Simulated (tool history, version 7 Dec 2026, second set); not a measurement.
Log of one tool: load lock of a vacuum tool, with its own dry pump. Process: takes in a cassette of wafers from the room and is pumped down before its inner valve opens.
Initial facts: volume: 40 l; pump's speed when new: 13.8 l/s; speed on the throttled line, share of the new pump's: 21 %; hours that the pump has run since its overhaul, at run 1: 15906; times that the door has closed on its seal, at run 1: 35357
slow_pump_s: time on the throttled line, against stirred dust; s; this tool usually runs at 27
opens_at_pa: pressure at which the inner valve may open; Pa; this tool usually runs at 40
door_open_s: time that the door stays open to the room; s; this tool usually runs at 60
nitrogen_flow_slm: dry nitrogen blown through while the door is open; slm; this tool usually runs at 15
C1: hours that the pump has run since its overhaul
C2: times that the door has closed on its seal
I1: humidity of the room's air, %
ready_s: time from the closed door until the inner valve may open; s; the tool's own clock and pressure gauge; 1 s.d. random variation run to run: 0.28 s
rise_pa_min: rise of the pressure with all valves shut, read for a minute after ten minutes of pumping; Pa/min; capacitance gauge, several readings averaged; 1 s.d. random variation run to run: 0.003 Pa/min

run 1 day=0 | slow_pump_s=27 opens_at_pa=40 door_open_s=60 nitrogen_flow_slm=15 | C1=15906 C2=35357 | I1=46.1 | ready_s=44.5 rise_pa_min=0.052
run 2 day=17.788 | slow_pump_s=27 opens_at_pa=40 door_open_s=60 nitrogen_flow_slm=15 | C1=16333 C2=37185 | I1=46.8 | ready_s=44.4 rise_pa_min=0.057
run 3 day=38.238 | slow_pump_s=37 opens_at_pa=40 door_open_s=60 nitrogen_flow_slm=15 | C1=16824 C2=39286 | I1=45.2 | ready_s=51.8 rise_pa_min=0.06
run 4 day=63.729 | slow_pump_s=35 opens_at_pa=40 door_open_s=60 nitrogen_flow_slm=15 | C1=17435 C2=41905 | I1=44.6 | ready_s=50.7 rise_pa_min=0.056
-- day=84.621 door's seal changed, seat wiped
run 5 day=86.867 | slow_pump_s=35 opens_at_pa=40 door_open_s=60 nitrogen_flow_slm=15 | C1=17989 C2=231 | I1=45.4 | ready_s=50.1 rise_pa_min=0.055
run 6 day=103.446 | slow_pump_s=27 opens_at_pa=40 door_open_s=50 nitrogen_flow_slm=15 | C1=18387 C2=1935 | I1=47 | ready_s=44.3 rise_pa_min=0.051
run 7 day=119.346 | slow_pump_s=27 opens_at_pa=40 door_open_s=60 nitrogen_flow_slm=30 | C1=18769 C2=3568 | I1=46.8 | ready_s=44.4 rise_pa_min=0.042
run 8 day=143.129 | slow_pump_s=27 opens_at_pa=40 door_open_s=38 nitrogen_flow_slm=15 | C1=19340 C2=6012 | I1=46.9 | ready_s=44.2 rise_pa_min=0.045
-- day=152.617 dry pump taken out, an overhauled one fitted
run 9 day=162.158 | slow_pump_s=27 opens_at_pa=40 door_open_s=60 nitrogen_flow_slm=15 | C1=229 C2=7942 | I1=44.7 | ready_s=44.1 rise_pa_min=0.057
run 10 day=181.792 | slow_pump_s=25 opens_at_pa=40 door_open_s=60 nitrogen_flow_slm=15 | C1=700 C2=9959 | I1=46.4 | ready_s=42.6 rise_pa_min=0.056
run 11 day=204.683 | slow_pump_s=27 opens_at_pa=40 door_open_s=180 nitrogen_flow_slm=15 | C1=1250 C2=12311 | I1=42.6 | ready_s=44 rise_pa_min=0.088
run 12 day=218.742 | slow_pump_s=27 opens_at_pa=40 door_open_s=180 nitrogen_flow_slm=15 | C1=1587 C2=13755 | I1=47.5 | ready_s=44.5 rise_pa_min=0.101
run 13 day=233.717 | slow_pump_s=27 opens_at_pa=40 door_open_s=60 nitrogen_flow_slm=15 | C1=1946 C2=15294 | I1=42.1 | ready_s=44.1 rise_pa_min=0.052
run 14 day=248.558 | slow_pump_s=27 opens_at_pa=40 door_open_s=60 nitrogen_flow_slm=15 | C1=2303 C2=16819 | I1=46.6 | ready_s=44.1 rise_pa_min=0.054
run 15 day=263.475 | slow_pump_s=27 opens_at_pa=40 door_open_s=60 nitrogen_flow_slm=15 | C1=2661 C2=18352 | I1=46.8 | ready_s=44.3 rise_pa_min=0.054
run 16 day=282.008 | slow_pump_s=27 opens_at_pa=40 door_open_s=60 nitrogen_flow_slm=15 | C1=3105 C2=20256 | I1=45.6 | ready_s=44.2 rise_pa_min=0.057
run 17 day=298.892 | slow_pump_s=29 opens_at_pa=40 door_open_s=60 nitrogen_flow_slm=15 | C1=3511 C2=21991 | I1=46.7 | ready_s=45.1 rise_pa_min=0.061
run 18 day=318.217 | slow_pump_s=29 opens_at_pa=40 door_open_s=60 nitrogen_flow_slm=15 | C1=3974 C2=23976 | I1=44 | ready_s=45.6 rise_pa_min=0.057
run 19 day=331.288 | slow_pump_s=27 opens_at_pa=45 door_open_s=60 nitrogen_flow_slm=40 | C1=4288 C2=25320 | I1=43.2 | ready_s=43.8 rise_pa_min=0.042
run 20 day=356.871 | slow_pump_s=32 opens_at_pa=57 door_open_s=54 nitrogen_flow_slm=35 | C1=4902 C2=27948 | I1=46.8 | ready_s=47 rise_pa_min=0.042
run 21 day=378.467 | slow_pump_s=37 opens_at_pa=75 door_open_s=54 nitrogen_flow_slm=4 | C1=5420 C2=30167 | I1=45.9 | ready_s=50.2 rise_pa_min=0.066
run 22 day=392.954 | slow_pump_s=37 opens_at_pa=75 door_open_s=54 nitrogen_flow_slm=4 | C1=5768 C2=31656 | I1=43.3 | ready_s=50 rise_pa_min=0.063
run 23 day=407.046 | slow_pump_s=29 opens_at_pa=51 door_open_s=83 nitrogen_flow_slm=7 | C1=6106 C2=33104 | I1=43.6 | ready_s=44.9 rise_pa_min=0.073
run 24 day=418.054 | slow_pump_s=29 opens_at_pa=51 door_open_s=83 nitrogen_flow_slm=7 | C1=6370 C2=34234 | I1=45.7 | ready_s=45 rise_pa_min=0.079
run 25 day=434.45 | slow_pump_s=46 opens_at_pa=51 door_open_s=83 nitrogen_flow_slm=7 | C1=6764 C2=35919 | I1=43.6 | ready_s=57.8 rise_pa_min=0.076
run 26 day=445.546 | slow_pump_s=27 opens_at_pa=63 door_open_s=60 nitrogen_flow_slm=15 | C1=7030 C2=37059 | I1=45.4 | ready_s=42.8 rise_pa_min=0.051
run 27 day=460.621 | slow_pump_s=27 opens_at_pa=40 door_open_s=60 nitrogen_flow_slm=6 | C1=7392 C2=38608 | I1=44.3 | ready_s=44.1 rise_pa_min=0.063
run 28 day=482.879 | slow_pump_s=27 opens_at_pa=40 door_open_s=60 nitrogen_flow_slm=6 | C1=7926 C2=40895 | I1=46 | ready_s=44.2 rise_pa_min=0.067
run 29 day=502.379 | slow_pump_s=27 opens_at_pa=40 door_open_s=60 nitrogen_flow_slm=6 | C1=8394 C2=42899 | I1=48.3 | ready_s=43.8 rise_pa_min=0.068
run 30 day=512.738 | slow_pump_s=27 opens_at_pa=64 door_open_s=60 nitrogen_flow_slm=6 | C1=8643 C2=43963 | I1=43 | ready_s=42.5 rise_pa_min=0.061
-- day=514.538 door's seal changed, seat wiped
run 31 day=533.621 | slow_pump_s=27 opens_at_pa=64 door_open_s=60 nitrogen_flow_slm=6 | C1=9143 C2=1960 | I1=47.2 | ready_s=42.6 rise_pa_min=0.072
run 32 day=551.542 | slow_pump_s=27 opens_at_pa=64 door_open_s=60 nitrogen_flow_slm=6 | C1=9573 C2=3802 | I1=42.4 | ready_s=42.6 rise_pa_min=0.062
run 33 day=574.621 | slow_pump_s=15 opens_at_pa=36 door_open_s=189 nitrogen_flow_slm=41 | C1=10127 C2=6173 | I1=45.8 | ready_s=35.2 rise_pa_min=0.064
run 34 day=591.067 | slow_pump_s=27 opens_at_pa=40 door_open_s=69 nitrogen_flow_slm=9 | C1=10521 C2=7863 | I1=44.8 | ready_s=43.9 rise_pa_min=0.057
run 35 day=615.05 | slow_pump_s=16 opens_at_pa=40 door_open_s=62 nitrogen_flow_slm=21 | C1=11097 C2=10327 | I1=45.3 | ready_s=35.8 rise_pa_min=0.048
run 36 day=629.525 | slow_pump_s=30 opens_at_pa=52 door_open_s=26 nitrogen_flow_slm=9 | C1=11444 C2=11815 | I1=46.1 | ready_s=45.9 rise_pa_min=0.042

Take each entry between the runs: how does the hidden state at the last listed run before it differ from the hidden state at the first listed run after it?
From run 4 to run 5: door's seal changed, seat wiped (day 84.621)
  leak at the door's seal, Pa l/s: 0.0026 -> 0.002
From run 8 to run 9: dry pump taken out, an overhauled one fitted (day 152.617)
  pump's speed, % of a new pump's: 99.9 -> 100; leak at the door's seal, Pa l/s: 0.002 -> 0.0021
From run 30 to run 31: door's seal changed, seat wiped (day 514.538)
  leak at the door's seal, Pa l/s: 0.0027 -> 0.002

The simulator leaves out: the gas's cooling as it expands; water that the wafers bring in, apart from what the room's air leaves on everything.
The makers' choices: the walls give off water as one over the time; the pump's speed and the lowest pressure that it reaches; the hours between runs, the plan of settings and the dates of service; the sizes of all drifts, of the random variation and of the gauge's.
